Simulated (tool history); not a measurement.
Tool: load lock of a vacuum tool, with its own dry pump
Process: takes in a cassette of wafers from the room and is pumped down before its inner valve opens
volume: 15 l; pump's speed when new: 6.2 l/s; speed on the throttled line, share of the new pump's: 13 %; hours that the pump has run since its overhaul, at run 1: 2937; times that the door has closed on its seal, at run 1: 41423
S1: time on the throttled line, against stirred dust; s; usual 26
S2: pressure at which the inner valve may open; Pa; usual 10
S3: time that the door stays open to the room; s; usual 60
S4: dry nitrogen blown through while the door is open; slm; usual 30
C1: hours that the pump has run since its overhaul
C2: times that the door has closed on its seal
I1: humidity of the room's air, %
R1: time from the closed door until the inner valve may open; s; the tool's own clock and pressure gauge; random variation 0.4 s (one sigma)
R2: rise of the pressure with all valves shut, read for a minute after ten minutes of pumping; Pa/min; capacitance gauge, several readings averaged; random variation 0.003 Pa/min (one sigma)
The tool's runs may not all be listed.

Run 1, hour 0.0: usual settings; C1 2937; C2 41423; I1 46.4. Result: R1 44.9 s, R2 0.287 Pa/min.
Run 2, hour 334.5: usual settings; C1 3271; C2 42292; I1 43.3. Result: R1 46.0 s, R2 0.290 Pa/min.
Run 3, hour 615.6: usual settings; C1 3553; C2 43023; I1 43.9. Result: R1 45.3 s, R2 0.303 Pa/min.
Run 4, hour 1000.2: usual settings; C1 3937; C2 44023; I1 47.3. Result: R1 45.7 s, R2 0.313 Pa/min.
Run 5, hour 1377.2: usual settings; C1 4314; C2 45003; I1 42.1. Result: R1 46.2 s, R2 0.312 Pa/min.
Run 6, hour 1796.9: usual settings but S1 39 s; C1 4734; C2 46094; I1 46.8. Result: R1 57.8 s, R2 0.327 Pa/min.
Run 7, hour 2167.8: usual settings but S1 22 s; C1 5105; C2 47058; I1 43.3. Result: R1 43.2 s, R2 0.339 Pa/min.
Run 8, hour 2602.1: usual settings but S4 4 slm; C1 5539; C2 48187; I1 45.2. Result: R1 46.8 s, R2 0.379 Pa/min.
Run 9, hour 3008.4: usual settings but S4 4 slm; C1 5945; C2 49243; I1 45.5. Result: R1 46.9 s, R2 0.388 Pa/min.
Run 10, hour 3392.1: usual settings but S4 4 slm; C1 6329; C2 50240; I1 44.8. Result: R1 46.4 s, R2 0.398 Pa/min.
Run 11, hour 3692.9: usual settings but S4 4 slm; C1 6630; C2 51023; I1 43.3. Result: R1 46.8 s, R2 0.393 Pa/min.
Run 12, hour 3892.9: usual settings but S3 202 s, S4 4 slm; C1 6830; C2 51542; I1 44.6. Result: R1 46.1 s, R2 0.496 Pa/min.
Run 13, hour 4176.0: usual settings; C1 7113; C2 52278; I1 49.8. Result: R1 46.9 s, R2 0.388 Pa/min.
Run 14, hour 4584.6: usual settings; C1 7522; C2 53341; I1 45.8. Result: R1 46.9 s, R2 0.400 Pa/min.
Run 15, hour 4799.3: usual settings but S2 17 Pa; C1 7736; C2 53899; I1 44.1. Result: R1 45.4 s, R2 0.409 Pa/min.
Run 16, hour 5009.4: usual settings but S4 11 slm; C1 7946; C2 54445; I1 45.3. Result: R1 47.3 s, R2 0.433 Pa/min.
Run 17, hour 5215.1: usual settings but S4 11 slm; C1 8152; C2 54980; I1 47.4. Result: R1 46.6 s, R2 0.437 Pa/min.
Run 18, hour 5561.7: usual settings but S4 11 slm; C1 8499; C2 55881; I1 44.4. Result: R1 47.4 s, R2 0.450 Pa/min.
Run 19, hour 5897.0: usual settings but S1 43 s, S3 85 s, S4 11 slm; C1 8834; C2 56752; I1 41.9. Result: R1 61.8 s, R2 0.449 Pa/min.
Run 20, hour 6110.7: usual settings but S1 13 s, S4 9 slm; C1 9048; C2 57308; I1 45.2. Result: R1 36.6 s, R2 0.451 Pa/min.
Run 21, hour 6446.8: usual settings but S1 14 s, S2 8 Pa; C1 9384; C2 58181; I1 43.7. Result: R1 38.7 s, R2 0.442 Pa/min.
Run 22, hour 6643.5: usual settings but S1 14 s, S2 8 Pa; C1 9580; C2 58693; I1 44.8. Result: R1 38.6 s, R2 0.452 Pa/min.
Run 23, hour 7076.1: usual settings but S2 18 Pa; C1 10013; C2 59817; I1 48.3. Result: R1 46.2 s, R2 0.471 Pa/min.
Run 24, hour 7402.2: usual settings but S3 104 s, S4 29 slm; C1 10339; C2 60665; I1 41.2. Result: R1 48.6 s, R2 0.509 Pa/min.
Run 25, hour 7771.8: usual settings but S1 34 s, S3 32 s; C1 10709; C2 61626; I1 46.6. Result: R1 55.4 s, R2 0.488 Pa/min.
Run 26, hour 7968.3: usual settings but S1 34 s, S3 32 s; C1 10905; C2 62137; I1 42.2. Result: R1 55.6 s, R2 0.485 Pa/min.
Run 27, hour 8172.4: usual settings but S1 34 s, S3 32 s, S4 5 slm; C1 11109; C2 62667; I1 44.6. Result: R1 55.9 s, R2 0.512 Pa/min.
Run 28, hour 8518.1: usual settings but S1 43 s, S2 17 Pa, S3 48 s, S4 18 slm; C1 11455; C2 63566; I1 43.2. Result: R1 61.9 s, R2 0.527 Pa/min.
Run 29, hour 8885.7: usual settings but S1 43 s, S2 17 Pa, S3 48 s, S4 18 slm; C1 11823; C2 64522; I1 43.9. Result: R1 62.0 s, R2 0.528 Pa/min.
At hour 9125.5: door's seal changed, seat wiped.
Run 30, hour 9296.7: usual settings but S1 43 s, S2 17 Pa, S3 48 s, S4 18 slm; C1 12232; C2 445; I1 43.8. Result: R1 61.4 s, R2 0.047 Pa/min.
Run 31, hour 9540.1: usual settings but S2 20 Pa, S3 57 s; C1 12476; C2 1078; I1 46.7. Result: R1 46.9 s, R2 0.050 Pa/min.
Run 32, hour 9949.2: usual settings but S2 20 Pa, S3 78 s; C1 12885; C2 2141; I1 48.2. Result: R1 47.6 s, R2 0.060 Pa/min.
Run 33, hour 10203.2: usual settings but S1 30 s, S2 8 Pa, S4 25 slm; C1 13139; C2 2802; I1 47.1. Result: R1 54.2 s, R2 0.056 Pa/min.
Run 34, hour 10388.2: usual settings but S1 43 s, S2 8 Pa, S3 192 s, S4 25 slm; C1 13324; C2 3283; I1 43.8. Result: R1 64.2 s, R2 0.110 Pa/min.
Run 35, hour 10566.4: usual settings but S1 16 s, S2 8 Pa, S3 192 s, S4 5 slm; C1 13502; C2 3746; I1 44.9. Result: R1 42.7 s, R2 0.163 Pa/min.

Hidden state or all else? Some run-to-run changes of R1, split into what the settings, what came in and random variation would give without the hidden state, and what is left for the hidden state (with any gauge scatter that isn't in both results):
The hidden state here: pump's speed, % of a new pump's; leak at the door's seal, Pa l/s; drift of the gauge itself on ready_s, %; drift of the gauge itself on rise_pa_min, %.
Run 6 -> 7: S1 39 -> 22. R1 -14.6 s: hidden state +0.2, all else -14.8.
Run 19 -> 20: S1 43 -> 13, S3 85 -> 60, S4 11 -> 9. R1 -25.2 s: hidden state +0.6, all else -25.8.
Run 30 -> 31: S1 43 -> 26, S2 17 -> 20, S3 48 -> 57, S4 18 -> 30. R1 -14.5 s: hidden state +0.5, all else -15.0.
Run 34 -> 35: S1 43 -> 16, S4 25 -> 5. R1 -21.5 s: hidden state +1.1, all else -22.6.
